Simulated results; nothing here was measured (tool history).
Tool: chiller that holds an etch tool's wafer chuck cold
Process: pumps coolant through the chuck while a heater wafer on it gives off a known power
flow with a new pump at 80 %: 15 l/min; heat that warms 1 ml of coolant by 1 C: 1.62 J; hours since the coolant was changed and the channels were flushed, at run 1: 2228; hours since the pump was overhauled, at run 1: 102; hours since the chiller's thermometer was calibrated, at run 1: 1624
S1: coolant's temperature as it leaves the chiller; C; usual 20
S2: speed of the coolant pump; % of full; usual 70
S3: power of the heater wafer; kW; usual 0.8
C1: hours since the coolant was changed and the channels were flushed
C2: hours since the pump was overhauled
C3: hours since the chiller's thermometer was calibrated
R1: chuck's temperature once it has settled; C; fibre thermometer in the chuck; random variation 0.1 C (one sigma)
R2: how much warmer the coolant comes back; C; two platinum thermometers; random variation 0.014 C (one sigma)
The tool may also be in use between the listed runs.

Run 1, day 0: usual settings; C1 2228; C2 102; C3 1624. Result: R1 27.9 C, R2 2.26 C.
Run 2, day 2.083: usual settings; C1 2278; C2 152; C3 1674. Result: R1 28.2 C, R2 2.23 C.
Run 3, day 3.492: usual settings; C1 2312; C2 186; C3 1708. Result: R1 28.2 C, R2 2.25 C.
Run 4, day 5.504: usual settings; C1 2360; C2 234; C3 1756. Result: R1 28.2 C, R2 2.26 C.
Run 5, day 7.062: usual settings; C1 2398; C2 271; C3 1793. Result: R1 28.2 C, R2 2.25 C.
Run 6, day 9.017: usual settings; C1 2445; C2 318; C3 1840. Result: R1 27.9 C, R2 2.28 C.
Run 7, day 10.142: usual settings; C1 2472; C2 345; C3 1867. Result: R1 28.1 C, R2 2.28 C.
Run 8, day 12.042: usual settings; C1 2517; C2 391; C3 1913. Result: R1 28.1 C, R2 2.28 C.
Run 9, day 13.108: usual settings; C1 2543; C2 416; C3 1939. Result: R1 28.1 C, R2 2.28 C.
Run 10, day 14.133: usual settings; C1 2567; C2 441; C3 1963. Result: R1 28 C, R2 2.26 C.
Run 11, day 15.721: usual settings; C1 2606; C2 479; C3 2001. Result: R1 28.3 C, R2 2.26 C.
Run 12, day 17.696: usual settings; C1 2653; C2 526; C3 2049. Result: R1 28.2 C, R2 2.26 C.
Run 13, day 19.688: usual settings; C1 2701; C2 574; C3 2096. Result: R1 28.2 C, R2 2.28 C.
Run 14, day 21.575: usual settings; C1 2746; C2 620; C3 2142. Result: R1 28.2 C, R2 2.29 C.
Run 15, day 23.117: usual settings; C1 2783; C2 657; C3 2179. Result: R1 28.2 C, R2 2.29 C.
Run 16, day 24.754: usual settings but S2 85 % of full; C1 2822; C2 696; C3 2218. Result: R1 27.1 C, R2 1.89 C.
Run 17, day 25.917: usual settings but S2 94 % of full, S3 0.633 kW; C1 2850; C2 724; C3 2246. Result: R1 25.5 C, R2 1.35 C.
At day 27.071: chiller's thermometer calibrated.
Run 18, day 27.238: usual settings but S1 21 C; C1 2881; C2 755; C3 4. Result: R1 29.1 C, R2 2.27 C.
Run 19, day 28.825: usual settings but S1 21 C; C1 2919; C2 793; C3 42. Result: R1 28.9 C, R2 2.28 C.
Run 20, day 29.933: usual settings but S3 1.001 kW; C1 2946; C2 819; C3 69. Result: R1 30.1 C, R2 2.84 C.
Run 21, day 31.404: usual settings but S3 1.001 kW; C1 2981; C2 855; C3 104. Result: R1 29.9 C, R2 2.85 C.
Run 22, day 32.933: usual settings but S3 1.001 kW; C1 3018; C2 891; C3 141. Result: R1 30 C, R2 2.83 C.
Run 23, day 35.029: usual settings but S2 87 % of full, S3 1.037 kW; C1 3068; C2 942; C3 191. Result: R1 28.8 C, R2 2.36 C.
Run 24, day 36.504: usual settings but S1 23 C; C1 3103; C2 977; C3 226. Result: R1 31 C, R2 2.29 C.
Run 25, day 37.446: usual settings but S1 25 C, S2 69 % of full, S3 0.578 kW; C1 3126; C2 1000; C3 249. Result: R1 31 C, R2 1.66 C.
Run 26, day 39.196: usual settings but S1 24 C, S3 0.466 kW; C1 3168; C2 1042; C3 291. Result: R1 28.7 C, R2 1.35 C.
Run 27, day 40.275: usual settings but S1 24 C, S2 99 % of full, S3 0.926 kW; C1 3194; C2 1067; C3 317. Result: R1 31.2 C, R2 1.85 C.
Run 28, day 41.2: usual settings but S1 24 C, S2 99 % of full, S3 0.926 kW; C1 3216; C2 1090; C3 339. Result: R1 31.2 C, R2 1.85 C.
Run 29, day 43.408: usual settings but S1 17 C, S2 97 % of full, S3 1.025 kW; C1 3269; C2 1143; C3 392. Result: R1 25.1 C, R2 2.1 C.
Run 30, day 45.229: usual settings but S1 17 C, S2 64 % of full, S3 1.025 kW; C1 3313; C2 1186; C3 436. Result: R1 28.2 C, R2 3.21 C.
Run 31, day 47.379: usual settings but S2 100 % of full, S3 0.96 kW; C1 3364; C2 1238; C3 487. Result: R1 27.3 C, R2 1.91 C.
Run 32, day 49.417: usual settings but S3 0.566 kW; C1 3413; C2 1287; C3 536. Result: R1 25.7 C, R2 1.62 C.

3 ways to go on from here, each from the tool as it stands after run 32. What would each give?
Run A, day 51.583: usual settings but S1 15 C, S3 0.846 kW; C1 3465; C2 1339; C3 588. Result: R1 ?, R2 ?.
Run B, day 51.583: usual settings but S1 12 C, S2 100 % of full, S3 0.752 kW; C1 3465; C2 1339; C3 588. Result: R1 ?, R2 ?.
Run C, day 51.583: usual settings but S1 13 C; C1 3465; C2 1339; C3 588. Result: R1 ?, R2 ?.

run    R1    R2
  A  23.7  2.42
  B  17.8  1.49
  C    21   2.3
Without the tool's hidden state the same runs would have given:
run    R1    R2
  A  22.9  2.39
  B  17.2  1.47
  C  20.3  2.27
